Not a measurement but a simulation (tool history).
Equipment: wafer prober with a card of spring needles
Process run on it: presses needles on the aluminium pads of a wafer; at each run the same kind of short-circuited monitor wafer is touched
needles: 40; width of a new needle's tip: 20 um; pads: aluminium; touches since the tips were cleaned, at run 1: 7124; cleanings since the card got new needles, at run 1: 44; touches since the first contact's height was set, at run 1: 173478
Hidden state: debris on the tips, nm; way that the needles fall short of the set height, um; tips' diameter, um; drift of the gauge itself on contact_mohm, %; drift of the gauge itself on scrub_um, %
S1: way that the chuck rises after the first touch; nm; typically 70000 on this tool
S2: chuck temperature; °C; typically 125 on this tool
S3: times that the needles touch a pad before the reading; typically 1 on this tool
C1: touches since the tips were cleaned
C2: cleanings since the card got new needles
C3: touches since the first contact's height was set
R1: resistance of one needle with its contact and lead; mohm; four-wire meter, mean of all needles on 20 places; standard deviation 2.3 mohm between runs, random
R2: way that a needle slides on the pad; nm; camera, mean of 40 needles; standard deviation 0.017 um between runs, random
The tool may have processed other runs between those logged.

Run 1, hour 0: usual settings; C1 7124; C2 44; C3 173478. Result: R1 282 mohm, R2 13690 nm.
At hour 3.2: tips cleaned on abrasive film.
At hour 17: tips cleaned on abrasive film.
Run 2, hour 18.8: usual settings; C1 1151; C2 46; C3 184996. Result: R1 266 mohm, R2 13570 nm.
At hour 30.4: tips cleaned on abrasive film.
Run 3, hour 31.6: usual settings; C1 774; C2 47; C3 192861. Result: R1 261 mohm, R2 13580 nm.
At hour 45.3: tips cleaned on abrasive film.
Run 4, hour 53: usual settings; C1 4730; C2 48; C3 206021. Result: R1 282 mohm, R2 13580 nm.
At hour 59.4: tips cleaned on abrasive film.
Run 5, hour 72.1: usual settings; C1 7867; C2 49; C3 217807. Result: R1 286 mohm, R2 13570 nm.
At hour 73.5: tips cleaned on abrasive film.
At hour 87.9: tips cleaned on abrasive film.
Run 6, hour 95.7: usual settings; C1 4830; C2 51; C3 232246. Result: R1 275 mohm, R2 13590 nm.
At hour 98.3: height of the first contact set anew.
At hour 101.9: tips cleaned on abrasive film.
Run 7, hour 105.6: usual settings but S1 57000 nm; C1 2297; C2 52; C3 4478. Result: R1 283 mohm, R2 11300 nm.
At hour 107.8: tips cleaned on abrasive film, once more.
At hour 121.1: tips cleaned on abrasive film.
Run 8, hour 125.7: usual settings; C1 2839; C2 54; C3 16778. Result: R1 274 mohm, R2 13840 nm.
At hour 134.8: tips cleaned on abrasive film.
Run 9, hour 140.5: usual settings but S2 32 °C; C1 3499; C2 55; C3 25850. Result: R1 251 mohm, R2 13830 nm.
At hour 148.2: tips cleaned on abrasive film.
Run 10, hour 156: usual settings; C1 4821; C2 56; C3 35372. Result: R1 280 mohm, R2 13850 nm.
At hour 162.6: tips cleaned on abrasive film.
Run 11, hour 171.7: usual settings; C1 5609; C2 57; C3 45032. Result: R1 273 mohm, R2 13810 nm.
At hour 175.9: tips cleaned on abrasive film.
Run 12, hour 187.3: usual settings; C1 7077; C2 58; C3 54643. Result: R1 282 mohm, R2 13800 nm.
At hour 190.3: tips cleaned on abrasive film.
At hour 204.3: tips cleaned on abrasive film.
Run 13, hour 206.1: usual settings; C1 1140; C2 60; C3 66160. Result: R1 263 mohm, R2 13800 nm.
At hour 218.3: tips cleaned on abrasive film.
Run 14, hour 227: usual settings but S1 85000 nm; C1 5383; C2 61; C3 79052. Result: R1 265 mohm, R2 16780 nm.
At hour 231.8: tips cleaned on abrasive film.
Run 15, hour 243.7: usual settings; C1 7395; C2 62; C3 89321. Result: R1 285 mohm, R2 13740 nm.
At hour 246.1: tips cleaned on abrasive film.
At hour 259.4: tips cleaned on abrasive film.
Run 16, hour 264.4: usual settings; C1 3072; C2 64; C3 101985. Result: R1 275 mohm, R2 13750 nm.
At hour 273: tips cleaned on abrasive film.
Run 17, hour 285.6: usual settings but S1 57000 nm, S2 93 °C; C1 7832; C2 65; C3 115062. Result: R1 294 mohm, R2 11130 nm.
At hour 287.7: tips cleaned on abrasive film.
Run 18, hour 297.8: usual settings but S1 61000 nm, S2 93 °C, S3 2; C1 6262; C2 66; C3 122528. Result: R1 272 mohm, R2 11950 nm.
At hour 301.3: tips cleaned on abrasive film.
Run 19, hour 313.3: usual settings but S1 61000 nm, S2 93 °C; C1 7421; C2 67; C3 132036. Result: R1 288 mohm, R2 11950 nm.
At hour 315.5: tips cleaned on abrasive film.
Run 20, hour 322.8: usual settings but S1 61000 nm, S2 93 °C; C1 4525; C2 68; C3 137875. Result: R1 278 mohm, R2 11940 nm.
At hour 328.7: tips cleaned on abrasive film.
At hour 342.9: tips cleaned on abrasive film.
Run 21, hour 345.2: usual settings but S1 61000 nm, S2 93 °C; C1 1460; C2 70; C3 151627. Result: R1 262 mohm, R2 11900 nm.
At hour 356.9: tips cleaned on abrasive film.
Run 22, hour 358: usual settings but S1 81000 nm, S2 93 °C; C1 719; C2 71; C3 159499. Result: R1 252 mohm, R2 15850 nm.
At hour 371: tips cleaned on abrasive film.
Run 23, hour 375.6: usual settings but S1 81000 nm, S2 93 °C; C1 2800; C2 72; C3 170280. Result: R1 262 mohm, R2 15870 nm.
At hour 384.9: tips cleaned on abrasive film.
Run 24, hour 394.7: usual settings but S1 81000 nm, S2 93 °C; C1 6065; C2 73; C3 182030. Result: R1 261 mohm, R2 15850 nm.
At hour 398.5: tips cleaned on abrasive film.
At hour 412.2: tips cleaned on abrasive film.
Run 25, hour 412.4: usual settings but S2 45 °C, S3 2; C1 106; C2 75; C3 192883. Result: R1 235 mohm, R2 13680 nm.
Run 26, hour 422.4: usual settings but S1 69000 nm, S2 103 °C; C1 6309; C2 75; C3 199086. Result: R1 275 mohm, R2 13430 nm.
At hour 426.4: tips cleaned on abrasive film.
Run 27, hour 436.1: usual settings but S1 82000 nm, S2 51 °C; C1 6005; C2 76; C3 207498. Result: R1 258 mohm, R2 15990 nm.
At hour 441.3: tips cleaned on abrasive film.
Run 28, hour 452.1: usual settings but S1 68000 nm, S2 88 °C, S3 2; C1 6705; C2 77; C3 217348. Result: R1 265 mohm, R2 13240 nm.
At hour 455.3: tips cleaned on abrasive film.
Run 29, hour 466.9: usual settings but S1 52000 nm, S2 100 °C, S3 2; C1 7223; C2 78; C3 226449. Result: R1 290 mohm, R2 10050 nm.
At hour 468.8: tips cleaned on abrasive film.
At hour 478.8: height of the first contact set anew.
Run 30, hour 479.4: usual settings but S1 52000 nm, S2 100 °C, S3 2; C1 6360; C2 79; C3 344. Result: R1 287 mohm, R2 10300 nm.
At hour 482.3: tips cleaned on abrasive film.
Run 31, hour 493.8: usual settings but S1 59000 nm; C1 7059; C2 80; C3 9167. Result: R1 300 mohm, R2 11680 nm.

For each entry between runs, how does the tool's hidden state at the last listed run before it compare with that at the first listed run after it?
Runs 1 to 2: tips cleaned on abrasive film (hour 3.2); tips cleaned on abrasive film (hour 17)
  debris on the tips, nm: 58.9 -> 16.7; way that the needles fall short of the set height, um: 0.84 -> 1.36; tips' diameter, um: 20.72 -> 21.05
  measured less the result without the state, R1: +27 -> +10 mohm; R2: -170 -> -270 nm
Runs 2 to 3: tips cleaned on abrasive film (hour 30.4)
  debris on the tips, nm: 16.7 -> 12.8; way that the needles fall short of the set height, um: 1.36 -> 1.41; tips' diameter, um: 21.05 -> 21.07
  measured less the result without the state, R1: +10 -> +8 mohm; R2: -270 -> -280 nm
Runs 3 to 4: tips cleaned on abrasive film (hour 45.3)
  debris on the tips, nm: 12.8 -> 48.8; way that the needles fall short of the set height, um: 1.41 -> 1.47; tips' diameter, um: 21.07 -> 21.09
  measured less the result without the state, R1: +8 -> +25 mohm; R2: -280 -> -290 nm
Runs 4 to 5: tips cleaned on abrasive film (hour 59.4)
  debris on the tips, nm: 48.8 -> 61.9; way that the needles fall short of the set height, um: 1.47 -> 1.53; tips' diameter, um: 21.09 -> 21.11
  measured less the result without the state, R1: +25 -> +30 mohm; R2: -290 -> -300 nm
Runs 5 to 6: tips cleaned on abrasive film (hour 73.5); tips cleaned on abrasive film (hour 87.9)
  debris on the tips, nm: 61.9 -> 45.6; way that the needles fall short of the set height, um: 1.53 -> 1.61; tips' diameter, um: 21.11 -> 21.14
  measured less the result without the state, R1: +30 -> +23 mohm; R2: -300 -> -320 nm
Runs 6 to 7: height of the first contact set anew (hour 98.3); tips cleaned on abrasive film (hour 101.9)
  debris on the tips, nm: 45.6 -> 32; way that the needles fall short of the set height, um: 1.61 -> 0.03; tips' diameter, um: 21.14 -> 21.15
  measured less the result without the state, R1: +23 -> +22 mohm; R2: -320 -> -10 nm
Runs 7 to 8: tips cleaned on abrasive film, once more (hour 107.8); tips cleaned on abrasive film (hour 121.1)
  debris on the tips, nm: 32 -> 37.4; way that the needles fall short of the set height, um: 0.03 -> 0.14; tips' diameter, um: 21.15 -> 21.19
  measured less the result without the state, R1: +22 -> +18 mohm; R2: -10 -> -30 nm
Runs 8 to 9: tips cleaned on abrasive film (hour 134.8)
  debris on the tips, nm: 37.4 -> 40.6; way that the needles fall short of the set height, um: 0.14 -> 0.18; tips' diameter, um: 21.19 -> 21.2
  measured less the result without the state, R1: +18 -> +22 mohm; R2: -30 -> -40 nm
Runs 9 to 10: tips cleaned on abrasive film (hour 148.2)
  debris on the tips, nm: 40.6 -> 47.6; way that the needles fall short of the set height, um: 0.18 -> 0.22; tips' diameter, um: 21.2 -> 21.22
  measured less the result without the state, R1: +22 -> +22 mohm; R2: -40 -> -40 nm
Runs 10 to 11: tips cleaned on abrasive film (hour 162.6)
  debris on the tips, nm: 47.6 -> 52.5; way that the needles fall short of the set height, um: 0.22 -> 0.27; tips' diameter, um: 21.22 -> 21.23
  measured less the result without the state, R1: +22 -> +25 mohm; R2: -40 -> -60 nm
Runs 11 to 12: tips cleaned on abrasive film (hour 175.9)
  debris on the tips, nm: 52.5 -> 58.8; way that the needles fall short of the set height, um: 0.27 -> 0.31; tips' diameter, um: 21.23 -> 21.25
  measured less the result without the state, R1: +25 -> +28 mohm; R2: -60 -> -60 nm
Runs 12 to 13: tips cleaned on abrasive film (hour 190.3); tips cleaned on abrasive film (hour 204.3)
  debris on the tips, nm: 58.8 -> 20.4; way that the needles fall short of the set height, um: 0.31 -> 0.41; tips' diameter, um: 21.25 -> 21.28
  measured less the result without the state, R1: +28 -> +11 mohm; R2: -60 -> -80 nm
Runs 13 to 14: tips cleaned on abrasive film (hour 218.3)
  debris on the tips, nm: 20.4 -> 48.7; way that the needles fall short of the set height, um: 0.41 -> 0.45; tips' diameter, um: 21.28 -> 21.29
  measured less the result without the state, R1: +11 -> +16 mohm; R2: -80 -> -90 nm
Runs 14 to 15: tips cleaned on abrasive film (hour 231.8)
  debris on the tips, nm: 48.7 -> 59.6; way that the needles fall short of the set height, um: 0.45 -> 0.49; tips' diameter, um: 21.29 -> 21.31
  measured less the result without the state, R1: +16 -> +29 mohm; R2: -90 -> -100 nm
Runs 15 to 16: tips cleaned on abrasive film (hour 246.1); tips cleaned on abrasive film (hour 259.4)
  debris on the tips, nm: 59.6 -> 36.3; way that the needles fall short of the set height, um: 0.49 -> 0.61; tips' diameter, um: 21.31 -> 21.35
  measured less the result without the state, R1: +29 -> +18 mohm; R2: -100 -> -120 nm
Runs 16 to 17: tips cleaned on abrasive film (hour 273)
  debris on the tips, nm: 36.3 -> 59.8; way that the needles fall short of the set height, um: 0.61 -> 0.66; tips' diameter, um: 21.35 -> 21.37
  measured less the result without the state, R1: +18 -> +44 mohm; R2: -120 -> -130 nm
Runs 17 to 18: tips cleaned on abrasive film (hour 287.7)
  debris on the tips, nm: 59.8 -> 56.5; way that the needles fall short of the set height, um: 0.66 -> 0.7; tips' diameter, um: 21.37 -> 21.38
  measured less the result without the state, R1: +44 -> +23 mohm; R2: -130 -> -140 nm
Runs 18 to 19: tips cleaned on abrasive film (hour 301.3)
  debris on the tips, nm: 56.5 -> 58.6; way that the needles fall short of the set height, um: 0.7 -> 0.74; tips' diameter, um: 21.38 -> 21.4
  measured less the result without the state, R1: +23 -> +39 mohm; R2: -140 -> -140 nm
Runs 19 to 20: tips cleaned on abrasive film (hour 315.5)
  debris on the tips, nm: 58.6 -> 42.6; way that the needles fall short of the set height, um: 0.74 -> 0.78; tips' diameter, um: 21.4 -> 21.41
  measured less the result without the state, R1: +39 -> +28 mohm; R2: -140 -> -150 nm
Runs 20 to 21: tips cleaned on abrasive film (hour 328.7); tips cleaned on abrasive film (hour 342.9)
  debris on the tips, nm: 42.6 -> 21; way that the needles fall short of the set height, um: 0.78 -> 0.87; tips' diameter, um: 21.41 -> 21.44
  measured less the result without the state, R1: +28 -> +15 mohm; R2: -150 -> -180 nm
Runs 21 to 22: tips cleaned on abrasive film (hour 356.9)
  debris on the tips, nm: 21 -> 15.9; way that the needles fall short of the set height, um: 0.87 -> 0.92; tips' diameter, um: 21.44 -> 21.46
  measured less the result without the state, R1: +15 -> +8 mohm; R2: -180 -> -190 nm
Runs 22 to 23: tips cleaned on abrasive film (hour 371)
  debris on the tips, nm: 15.9 -> 34.5; way that the needles fall short of the set height, um: 0.92 -> 0.96; tips' diameter, um: 21.46 -> 21.47
  measured less the result without the state, R1: +8 -> +15 mohm; R2: -190 -> -200 nm
Runs 23 to 24: tips cleaned on abrasive film (hour 384.9)
  debris on the tips, nm: 34.5 -> 53.4; way that the needles fall short of the set height, um: 0.96 -> 1.02; tips' diameter, um: 21.47 -> 21.49
  measured less the result without the state, R1: +15 -> +22 mohm; R2: -200 -> -200 nm
Runs 24 to 25: tips cleaned on abrasive film (hour 398.5); tips cleaned on abrasive film (hour 412.2)
  debris on the tips, nm: 53.4 -> 9.1; way that the needles fall short of the set height, um: 1.02 -> 1.11; tips' diameter, um: 21.49 -> 21.52
  measured less the result without the state, R1: +22 -> +5 mohm; R2: -200 -> -220 nm
Runs 26 to 27: tips cleaned on abrasive film (hour 426.4)
  debris on the tips, nm: 54.2 -> 55.8; way that the needles fall short of the set height, um: 1.11 -> 1.14; tips' diameter, um: 21.52 -> 21.54
  measured less the result without the state, R1: +29 -> +24 mohm; R2: -220 -> -230 nm
Runs 27 to 28: tips cleaned on abrasive film (hour 441.3)
  debris on the tips, nm: 55.8 -> 56.5; way that the needles fall short of the set height, um: 1.14 -> 1.18; tips' diameter, um: 21.54 -> 21.55
  measured less the result without the state, R1: +24 -> +20 mohm; R2: -230 -> -230 nm
Runs 28 to 29: tips cleaned on abrasive film (hour 455.3)
  debris on the tips, nm: 56.5 -> 59.3; way that the needles fall short of the set height, um: 1.18 -> 1.21; tips' diameter, um: 21.55 -> 21.56
  measured less the result without the state, R1: +20 -> +34 mohm; R2: -230 -> -240 nm
Runs 29 to 30: tips cleaned on abrasive film (hour 468.8); height of the first contact set anew (hour 478.8)
  debris on the tips, nm: 59.3 -> 57.1; way that the needles fall short of the set height, um: 1.21 -> 0; tips' diameter, um: 21.56 -> 21.58
  measured less the result without the state, R1: +34 -> +31 mohm; R2: -240 -> +0 nm
Runs 30 to 31: tips cleaned on abrasive film (hour 482.3)
  debris on the tips, nm: 57.1 -> 58.7; way that the needles fall short of the set height, um: 0 -> 0.06; tips' diameter, um: 21.58 -> 21.6
  measured less the result without the state, R1: +31 -> +39 mohm; R2: +0 -> -10 nm

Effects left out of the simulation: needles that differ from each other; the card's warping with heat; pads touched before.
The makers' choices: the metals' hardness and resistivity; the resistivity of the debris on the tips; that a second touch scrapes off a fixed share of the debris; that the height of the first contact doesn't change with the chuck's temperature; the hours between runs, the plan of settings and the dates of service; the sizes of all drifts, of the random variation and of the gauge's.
